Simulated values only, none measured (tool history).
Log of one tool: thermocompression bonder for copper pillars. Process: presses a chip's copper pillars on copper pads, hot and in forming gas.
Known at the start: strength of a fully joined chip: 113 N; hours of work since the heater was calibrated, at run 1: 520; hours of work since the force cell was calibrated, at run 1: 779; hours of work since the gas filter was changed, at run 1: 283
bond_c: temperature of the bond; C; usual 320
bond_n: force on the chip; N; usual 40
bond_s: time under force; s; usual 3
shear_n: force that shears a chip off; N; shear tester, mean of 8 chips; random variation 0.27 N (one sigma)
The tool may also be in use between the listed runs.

run	day	bond_c	bond_n	bond_s	hours of work since the heater was calibrated	hours of work since the force cell was calibrated	hours of work since the gas filter was changed	shear_n
1	0.000	320	40	3	520	779	283	74.1
# day 0.483: force cell calibrated
2	2.150	320	40	3	549	24	312	74.8
3	4.017	320	40	3	576	50	339	74.0
4	7.300	320	40	3	622	96	385	73.9
# day 8.896: forming gas filter changed
5	10.275	320	44	3	664	138	20	84.2
6	12.208	320	44	3	691	165	47	84.6
# day 12.742: force cell calibrated, once more
7	14.871	320	44	3	728	30	84	78.3
8	17.567	320	28	3	766	68	122	57.4
9	20.167	320	40	3	803	105	158	73.5
10	21.558	320	40	3	822	125	178	73.1
11	24.108	320	40	3	858	161	214	73.1
12	26.258	296	40	3	889	191	245	62.3
13	28.867	320	40	9	926	228	281	91.4
14	31.879	320	40	3	968	270	324	72.8
15	33.758	320	40	3	995	297	351	72.2
16	35.254	336	40	3	1016	318	372	77.1
17	37.421	336	40	3	1047	349	402	77.8
# day 37.738: forming gas filter changed
# day 39.121: heater calibrated with a thermocouple chip
18	40.462	320	40	2	19	390	37	65.7
19	42.154	313	24	2	43	414	61	41.9
20	44.692	342	30	9	79	450	97	91.4
21	47.921	294	26	4	124	496	143	49.1
22	50.662	294	26	4	163	534	182	48.6
23	52.404	319	29	3	188	559	206	58.8
24	55.267	331	46	3	228	599	247	83.4
25	57.400	331	46	3	258	630	277	83.3
26	59.729	331	46	3	291	663	310	82.6
27	61.842	331	46	3	321	692	339	82.3
28	64.000	320	60	3	352	723	370	87.8
29	65.992	320	60	3	380	751	398	87.6
# day 66.604: forming gas filter changed
30	67.517	320	60	3	401	772	13	95.4
# day 68.508: force cell calibrated
31	69.262	320	52	5	425	11	37	95.5
32	71.008	320	52	5	449	35	61	95.0
33	73.462	320	52	5	484	70	96	94.3
34	76.162	320	52	5	522	108	134	93.6

Some steps in shear_n between neighbouring runs. How much of each would the tool show without its hidden state too (settings, what came in, random variation), and how much is left for the hidden state, with any gauge scatter that isn't in both results?
The hidden state here: true temperature of the bond over the reading, C; force that reaches the chip, % of what is set; oxide that the forming gas leaves, % of the face; drift of the gauge itself on shear_n, %.
Run 4 -> 5: bond_n 40 -> 44, forming gas filter changed. shear_n +10.3 N: hidden state +5.9, all else +4.4.
Run 6 -> 7: force cell calibrated, once more. shear_n -6.3 N: hidden state -6.0, all else -0.3.
Run 12 -> 13: bond_c 296 -> 320, bond_s 3 -> 9. shear_n +29.1 N: hidden state -3.5, all else +32.6.
Run 19 -> 20: bond_c 313 -> 342, bond_n 24 -> 30, bond_s 2 -> 9. shear_n +49.5 N: hidden state -1.0, all else +50.5.
Run 20 -> 21: bond_c 342 -> 294, bond_n 30 -> 26, bond_s 9 -> 4. shear_n -42.3 N: hidden state +1.0, all else -43.3.
Run 29 -> 30: forming gas filter changed. shear_n +7.8 N: hidden state +7.8, all else +0.0.
